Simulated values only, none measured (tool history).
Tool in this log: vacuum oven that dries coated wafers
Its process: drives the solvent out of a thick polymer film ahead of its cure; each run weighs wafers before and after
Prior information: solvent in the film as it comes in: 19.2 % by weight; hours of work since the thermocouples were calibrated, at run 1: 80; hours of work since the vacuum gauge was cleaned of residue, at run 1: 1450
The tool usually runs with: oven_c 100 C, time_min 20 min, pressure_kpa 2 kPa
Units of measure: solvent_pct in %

run    hour  oven_c  time_min  pressure_kpa  hours of work since the thermocouples were calibrated  hours of work since the vacuum gauge was cleaned of residue  solvent_pct
  1       0     100        20             2                                                     80                                                         1450         3.09
  2    31.8     100        20             2                                                    103                                                         1473         3.07
  3    85.4     100        20             2                                                    142                                                         1512         3.07
  4   127.1     100        34             2                                                    173                                                         1542          1.4
  5   160.2     100        34             2                                                    197                                                         1567         1.41
  6   193.5     100        34             2                                                    221                                                         1591         1.46
  7   226.8     100        34          5.25                                                    245                                                         1615         2.55
  8     251     100        20             2                                                    263                                                         1633         3.06
  9   300.5      86        20             2                                                    299                                                         1669         6.08
 10   328.2     110        20             2                                                    320                                                         1689         1.65
 11   373.8     110        20             2                                                    353                                                         1723         1.68
 12   417.8     100        20             2                                                    385                                                         1755         3.07
 13   439.8     100        29             2                                                    401                                                         1771         1.78
 14   489.2      98        20             2                                                    437                                                         1807          3.5
 15   536.8      98        20             2                                                    472                                                         1842         3.39
 16   583.8      98        20             2                                                    506                                                         1876          3.5
 17   620.2      98        20             2                                                    533                                                         1903         3.57
 18     658      98        20             2                                                    561                                                         1931         3.49
 19   710.8      98        20             2                                                    599                                                         1969         3.37
      721.7  -- vacuum gauge cleaned of residue and calibrated
 20   763.1      98        20             2                                                    636                                                           30         3.45
 21   804.1      98        20             2                                                    666                                                           60         3.45
 22   845.5      87        32          6.26                                                    697                                                           90         5.57
 23   881.5      86        12          3.74                                                    723                                                          117         9.46
 24   928.6     103        14             2                                                    757                                                          151         4.25
 25   978.1      98        20          2.61                                                    793                                                          187         3.74
 26  1021.2     102        26          3.22                                                    825                                                          219         2.23
 27  1061.1     102        26          3.22                                                    854                                                          248         2.15
 28  1114.9     102        26          3.22                                                    893                                                          287         2.09
 29  1145.1     106        11           7.6                                                    916                                                          309         6.02
 30  1176.9     106        11           7.6                                                    939                                                          333         6.14
 31  1211.5      89        16             2                                                    964                                                          358         6.61
 32  1250.5      89        16             2                                                    993                                                          386          6.7
 33  1283.4     101        23          6.13                                                   1017                                                          410         3.67
 34  1319.6     105        16          2.35                                                   1043                                                          437         3.21
 35  1369.1     103        20          1.71                                                   1079                                                          473         2.54
 36  1415.2     103        20          1.71                                                   1113                                                          507         2.49
 37  1439.7     103        34          2.41                                                   1131                                                          525         1.18
 38  1462.8     103        34          2.41                                                   1148                                                          542         1.19
 39  1487.3      99        34          1.97                                                   1166                                                          560         1.53
 40  1535.3      94        25          2.02                                                   1201                                                          595         3.33
 41  1567.2     102        15          5.08                                                   1224                                                          618          4.9

Alternative continuations, all from the tool just after run 41; predict every row:
  A  1594.2     106        15          3.35                                                   1244                                                          638            ?
  B  1594.2     110        20          1.67                                                   1244                                                          638            ?
  C  1594.2     108        15          5.08                                                   1244                                                          638            ?

run  solvent_pct
  A         3.76
  B         1.48
  C         3.64
Stripped of hidden state, with their random variation kept, the same runs would have yielded:
run  solvent_pct
  A         3.74
  B         1.47
  C         3.62
